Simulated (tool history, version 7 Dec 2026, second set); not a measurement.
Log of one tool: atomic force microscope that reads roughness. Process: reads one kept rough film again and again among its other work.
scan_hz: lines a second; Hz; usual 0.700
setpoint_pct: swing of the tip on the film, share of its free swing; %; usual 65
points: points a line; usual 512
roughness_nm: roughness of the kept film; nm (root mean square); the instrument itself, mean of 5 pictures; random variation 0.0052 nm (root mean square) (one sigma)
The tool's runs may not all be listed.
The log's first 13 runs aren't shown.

run,hour,scan_hz,setpoint_pct,points,pictures with this tip,hours of work since the height scale was calibrated,roughness_nm
14,370.0,0.700,65,512,123,484,0.814
15,391.2,2.469,65,512,142,493,0.764
# hour 398.4: new tip fitted
16,415.1,0.700,65,512,15,503,0.814
17,436.6,0.700,65,512,35,513,0.819
18,463.5,0.700,65,512,59,524,0.809
19,479.5,0.700,65,368,74,531,0.797
20,510.1,0.700,65,368,102,545,0.812
21,528.9,0.700,65,368,119,553,0.804
22,550.6,0.700,64,389,139,562,0.806
# hour 558.7: new tip fitted
23,583.8,0.743,82,299,23,576,0.777
24,602.2,0.743,82,299,39,584,0.780
25,630.9,2.207,65,838,65,597,0.788
26,659.4,2.207,57,838,91,609,0.807
27,688.9,1.467,82,268,118,622,0.737
28,707.3,0.721,65,512,135,630,0.812
# hour 721.2: new tip fitted
29,743.8,0.632,69,694,21,646,0.810
30,765.6,0.632,69,694,41,655,0.810
31,797.6,1.053,75,511,70,669,0.789
32,816.2,0.533,58,511,87,677,0.827
33,848.4,0.533,58,511,116,691,0.817
34,870.6,3.350,64,302,136,701,0.756
# hour 882.3: new tip fitted
35,905.9,3.350,64,302,22,716,0.761
36,925.7,3.350,64,302,40,724,0.759
37,940.8,3.350,64,302,54,731,0.760

3 ways to go on from here, each from the tool as it stands after run 37. What would each give?
A,970.1,2.787,70,258,80,744,?
B,970.1,3.350,56,302,80,744,?
C,970.1,2.569,80,679,80,744,?

run,roughness_nm
A,0.736
B,0.777
C,0.715
Without the tool's hidden state the same runs would have given:
run,roughness_nm
A,0.737
B,0.778
C,0.715
